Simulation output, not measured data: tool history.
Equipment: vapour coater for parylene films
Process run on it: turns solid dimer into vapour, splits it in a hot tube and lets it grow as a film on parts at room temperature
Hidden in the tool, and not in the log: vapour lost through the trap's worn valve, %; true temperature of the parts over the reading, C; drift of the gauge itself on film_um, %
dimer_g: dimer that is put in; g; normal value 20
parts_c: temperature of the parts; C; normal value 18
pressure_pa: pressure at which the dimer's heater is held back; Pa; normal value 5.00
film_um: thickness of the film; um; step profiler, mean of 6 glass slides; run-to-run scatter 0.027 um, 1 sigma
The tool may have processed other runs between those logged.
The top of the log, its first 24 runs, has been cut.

run	hour	dimer_g	parts_c	pressure_pa	hours of work since the trap's valve was overhauled	hours of work since the table's thermometer was calibrated	film_um
25	581.5	9	25	4.06	26	42	4.53
26	614.8	9	12	4.31	42	59	7.20
27	635.7	9	12	4.31	52	69	7.17
# hour 650.8: table's thermometer calibrated, once more
28	656.8	18	18	5.00	62	3	11.10
29	673.1	23	11	2.91	70	11	20.04
30	704.7	29	18	2.44	86	26	20.17
31	737.3	17	18	5.51	102	42	10.29
32	761.1	20	14	5.00	114	54	14.23
33	783.5	9	15	5.00	125	65	6.17
34	813.7	9	18	5.00	139	80	5.51
35	834.1	31	30	5.00	149	90	12.27
36	854.8	31	30	5.00	160	100	12.28
37	876.4	17	15	11.56	170	111	10.05
38	900.8	24	20	11.56	182	123	11.86
39	928.6	19	25	3.15	196	136	9.70
40	945.2	22	25	3.74	204	145	10.87
41	974.1	10	15	10.07	218	159	6.02
42	999.7	26	16	8.23	231	171	15.70
43	1027.5	9	13	7.85	244	185	6.08
44	1046.3	20	17	5.00	254	194	12.59
45	1073.4	20	17	5.00	267	207	12.58
46	1105.2	20	17	5.00	283	223	12.55

3 options for the next run, each taken on its own from the tool as it stands now. Forecast them:
A	1140.4	20	28	5.00	300	240	?
B	1140.4	20	18	6.63	300	240	?
C	1140.4	9	16	5.00	300	240	?

run	film_um
A	8.39
B	11.51
C	5.85
With no hidden state in the tool, these same runs would have given:
run	film_um
A	8.64
B	11.86
C	6.02
